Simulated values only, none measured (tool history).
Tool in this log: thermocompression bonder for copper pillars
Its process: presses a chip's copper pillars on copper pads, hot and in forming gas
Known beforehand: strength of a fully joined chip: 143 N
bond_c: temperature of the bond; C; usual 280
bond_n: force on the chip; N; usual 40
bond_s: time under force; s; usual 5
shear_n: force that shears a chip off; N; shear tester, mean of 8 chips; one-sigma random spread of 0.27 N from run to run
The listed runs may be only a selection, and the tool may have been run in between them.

| run | hour | bond_c | bond_n | bond_s | shear_n |
|---|---|---|---|---|---|
| 1 | 0 | 280 | 40 | 5 | 81 |
| 2 | 12.5 | 280 | 36 | 5 | 76.7 |
| 3 | 23.7 | 280 | 36 | 5 | 76.5 |
| 4 | 34.6 | 280 | 36 | 5 | 76.9 |
| 5 | 41.1 | 280 | 40 | 10 | 99 |
| 6 | 51.2 | 280 | 40 | 10 | 98.2 |
| 7 | 65.1 | 280 | 40 | 5 | 81.4 |
| 8 | 76.2 | 280 | 40 | 5 | 81.9 |
| 9 | 84.5 | 280 | 40 | 5 | 81.5 |
| 10 | 90.4 | 297 | 40 | 5 | 98 |
| 11 | 101.6 | 297 | 40 | 5 | 97.6 |
| 12 | 115.3 | 280 | 40 | 5 | 81.9 |
| 13 | 128.8 | 280 | 40 | 5 | 81.7 |
| 14 | 142.2 | 299 | 40 | 5 | 99.6 |
| 15 | 151.5 | 291 | 40 | 5 | 92.3 |
| 16 | 159.8 | 291 | 40 | 5 | 92.5 |
| 17 | 168 | 291 | 40 | 5 | 92.6 |
| 18 | 174.7 | 291 | 40 | 5 | 92.7 |
| 19 | 180.4 | 280 | 40 | 5 | 82.1 |
| 20 | 194 | 256 | 40 | 5 | 58.1 |
| 21 | 202.4 | 276 | 38 | 5 | 75.4 |
| 22 | 211.4 | 265 | 31 | 5 | 56.9 |
| 23 | 224.8 | 265 | 31 | 5 | 56.9 |
| 24 | 235.4 | 265 | 31 | 5 | 57 |
| 25 | 245.3 | 251 | 46 | 5 | 59.7 |
| 26 | 257.7 | 251 | 25 | 4 | 35 |
| 27 | 267.2 | 251 | 25 | 4 | 35.2 |
| 28 | 273.3 | 272 | 27 | 12 | 78.5 |
| 29 | 286.1 | 290 | 27 | 10 | 91.2 |
| 30 | 299.3 | 290 | 33 | 9 | 97.9 |
| 31 | 306.6 | 280 | 42 | 4 | 78.8 |
| 32 | 317.2 | 280 | 42 | 4 | 78.7 |
| 33 | 325.1 | 309 | 30 | 4 | 90.4 |
| 34 | 338 | 280 | 40 | 5 | 82.8 |
| 35 | 343.8 | 280 | 40 | 5 | 82.5 |
| 36 | 356.9 | 275 | 24 | 8 | 66.2 |
| 37 | 368.6 | 291 | 54 | 8 | 117 |
|  | 379.9 | forming gas filter changed |
| 38 | 380.5 | 291 | 54 | 8 | 119.4 |
| 39 | 393.4 | 291 | 54 | 8 | 119.3 |

Consider 5 possible next runs. They are alternatives, not a sequence: every one starts from the tool as it was left by run 39. What does each give?
| A | 402.7 | 284 | 30 | 14 | ? |
| B | 402.7 | 291 | 39 | 13 | ? |
| C | 402.7 | 272 | 25 | 3 | ? |
| D | 402.7 | 292 | 26 | 3 | ? |
| E | 402.7 | 282 | 34 | 12 | ? |

| run | shear_n |
|---|---|
| A | 101.6 |
| B | 117.8 |
| C | 46.4 |
| D | 63.7 |
| E | 101.4 |
Without the tool's hidden state the same runs would have given:
| run | shear_n |
|---|---|
| A | 98.2 |
| B | 114.9 |
| C | 43.8 |
| D | 60.6 |
| E | 98 |
